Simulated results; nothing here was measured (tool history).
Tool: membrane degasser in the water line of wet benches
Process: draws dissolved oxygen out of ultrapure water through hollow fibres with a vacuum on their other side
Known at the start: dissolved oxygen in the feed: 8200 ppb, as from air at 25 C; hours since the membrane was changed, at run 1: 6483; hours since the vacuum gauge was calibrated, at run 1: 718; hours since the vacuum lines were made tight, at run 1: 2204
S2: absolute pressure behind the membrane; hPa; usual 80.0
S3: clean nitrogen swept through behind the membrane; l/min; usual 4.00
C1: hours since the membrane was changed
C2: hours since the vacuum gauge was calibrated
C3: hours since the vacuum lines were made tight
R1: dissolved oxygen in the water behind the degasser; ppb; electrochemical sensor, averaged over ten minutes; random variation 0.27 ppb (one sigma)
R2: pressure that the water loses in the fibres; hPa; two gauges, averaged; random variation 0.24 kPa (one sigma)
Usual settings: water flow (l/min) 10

Run 1, hour 0.0: usual settings; C1 6483; C2 718; C3 2204. Result: R1 36.1 ppb, R2 640.6 hPa.
Run 2, hour 88.0: usual settings; C1 6571; C2 806; C3 2292. Result: R1 36.3 ppb, R2 636.9 hPa.
Run 3, hour 190.0: usual settings; C1 6673; C2 908; C3 2394. Result: R1 36.2 ppb, R2 643.8 hPa.
Run 4, hour 369.6: usual settings; C1 6853; C2 1088; C3 2573. Result: R1 36.6 ppb, R2 639.1 hPa.
Run 5, hour 497.8: usual settings; C1 6981; C2 1216; C3 2701. Result: R1 36.6 ppb, R2 643.1 hPa.
Run 6, hour 694.0: usual settings but water flow (l/min) 13; C1 7177; C2 1412; C3 2898. Result: R1 59.2 ppb, R2 833.0 hPa.
Run 7, hour 839.1: usual settings but water flow (l/min) 13; C1 7322; C2 1557; C3 3043. Result: R1 59.8 ppb, R2 835.1 hPa.
Run 8, hour 1014.3: usual settings; C1 7497; C2 1732; C3 3218. Result: R1 36.9 ppb, R2 640.3 hPa.
Run 9, hour 1170.8: usual settings; C1 7654; C2 1889; C3 3375. Result: R1 37.1 ppb, R2 647.9 hPa.
Run 10, hour 1265.1: usual settings but water flow (l/min) 7; C1 7748; C2 1983; C3 3469. Result: R1 23.7 ppb, R2 454.8 hPa.
Run 11, hour 1440.9: usual settings but water flow (l/min) 7; C1 7924; C2 2159; C3 3645. Result: R1 23.5 ppb, R2 453.2 hPa.
Run 12, hour 1626.5: usual settings but water flow (l/min) 7; C1 8109; C2 2344; C3 3830. Result: R1 23.7 ppb, R2 452.8 hPa.
Run 13, hour 1726.0: usual settings; C1 8209; C2 2444; C3 3930. Result: R1 37.5 ppb, R2 640.9 hPa.
At hour 1833.8: seals of the vacuum lines changed.
Run 14, hour 1856.1: usual settings; C1 8337; C2 2572; C3 22. Result: R1 36.2 ppb, R2 647.0 hPa.
At hour 1872.2: vacuum gauge calibrated.
Run 15, hour 2055.6: usual settings; C1 8536; C2 183; C3 221. Result: R1 36.7 ppb, R2 649.0 hPa.
At hour 2204.4: vacuum gauge calibrated, once more.
Run 16, hour 2256.5: usual settings but S3 11.49 l/min; C1 8736; C2 52; C3 422. Result: R1 15.7 ppb, R2 650.3 hPa.
Run 17, hour 2449.8: usual settings but S2 192.7 hPa, S3 4.26 l/min; C1 8930; C2 245; C3 615. Result: R1 99.8 ppb, R2 651.5 hPa.
Run 18, hour 2616.3: usual settings but water flow (l/min) 7, S2 59.0 hPa, S3 4.26 l/min; C1 9096; C2 412; C3 782. Result: R1 11.8 ppb, R2 457.2 hPa.
Run 19, hour 2814.8: usual settings but water flow (l/min) 7, S2 59.0 hPa, S3 4.26 l/min; C1 9295; C2 610; C3 980. Result: R1 11.9 ppb, R2 459.7 hPa.
Run 20, hour 2977.3: usual settings but water flow (l/min) 7, S2 87.1 hPa; C1 9457; C2 773; C3 1143. Result: R1 25.0 ppb, R2 457.8 hPa.
Run 21, hour 3181.4: usual settings but water flow (l/min) 8, S2 106.0 hPa; C1 9661; C2 977; C3 1347. Result: R1 39.0 ppb, R2 522.9 hPa.
Run 22, hour 3330.0: usual settings but water flow (l/min) 8, S2 116.2 hPa, S3 2.00 l/min; C1 9810; C2 1126; C3 1495. Result: R1 86.4 ppb, R2 524.5 hPa.
Run 23, hour 3493.8: usual settings but S2 54.8 hPa; C1 9974; C2 1289; C3 1659. Result: R1 20.1 ppb, R2 659.4 hPa.
Run 24, hour 3690.3: usual settings but water flow (l/min) 6, S2 54.8 hPa; C1 10170; C2 1486; C3 1855. Result: R1 9.2 ppb, R2 393.5 hPa.
Run 25, hour 3852.1: usual settings but S2 172.4 hPa; C1 10332; C2 1648; C3 2017. Result: R1 95.5 ppb, R2 660.2 hPa.
Run 26, hour 4048.3: usual settings but S2 99.0 hPa, S3 2.00 l/min; C1 10528; C2 1844; C3 2213. Result: R1 89.9 ppb, R2 657.8 hPa.
Run 27, hour 4194.7: usual settings but water flow (l/min) 7, S2 154.3 hPa, S3 3.75 l/min; C1 10675; C2 1990; C3 2360. Result: R1 60.4 ppb, R2 461.7 hPa.
Run 28, hour 4375.1: usual settings but water flow (l/min) 7, S2 154.3 hPa, S3 3.75 l/min; C1 10855; C2 2171; C3 2540. Result: R1 61.6 ppb, R2 462.6 hPa.
Run 29, hour 4482.6: usual settings but water flow (l/min) 7, S2 154.3 hPa, S3 3.75 l/min; C1 10963; C2 2278; C3 2648. Result: R1 60.2 ppb, R2 461.2 hPa.
Run 30, hour 4621.2: usual settings but water flow (l/min) 11, S2 168.0 hPa; C1 11101; C2 2417; C3 2786. Result: R1 103.5 ppb, R2 725.1 hPa.
Run 31, hour 4779.7: usual settings but water flow (l/min) 6, S2 169.0 hPa, S3 1.69 l/min; C1 11260; C2 2575; C3 2945. Result: R1 127.5 ppb, R2 399.1 hPa.
Run 32, hour 4932.2: usual settings but water flow (l/min) 9, S2 169.0 hPa, S3 1.69 l/min; C1 11412; C2 2728; C3 3097. Result: R1 185.9 ppb, R2 600.1 hPa.

Hidden state at the last listed run before each entry between runs and at the first one after, where it differs:
Between runs 13 and 14: seals of the vacuum lines changed (hour 1833.8)
  air that leaks in behind the membrane, l/min: 0.0181 -> 0.0035
  measured less the result without the state, R1: +4.1 -> +2.7 ppb; R2: +34.4 -> +35.3 hPa
Between runs 14 and 15: vacuum gauge calibrated (hour 1872.2)
  membrane still open, %: 94.6 -> 94.4; true pressure behind the membrane over the reading, kPa: 0.1 -> 0.13; air that leaks in behind the membrane, l/min: 0.0035 -> 0.0043
  measured less the result without the state, R1: +2.7 -> +3.0 ppb; R2: +35.3 -> +36.0 hPa
Between runs 15 and 16: vacuum gauge calibrated, once more (hour 2204.4)
  membrane still open, %: 94.4 -> 94.3; true pressure behind the membrane over the reading, kPa: 0.13 -> -0.05; air that leaks in behind the membrane, l/min: 0.0043 -> 0.0051
  measured less the result without the state, R1: +3.0 -> +2.1 ppb; R2: +36.0 -> +36.9 hPa
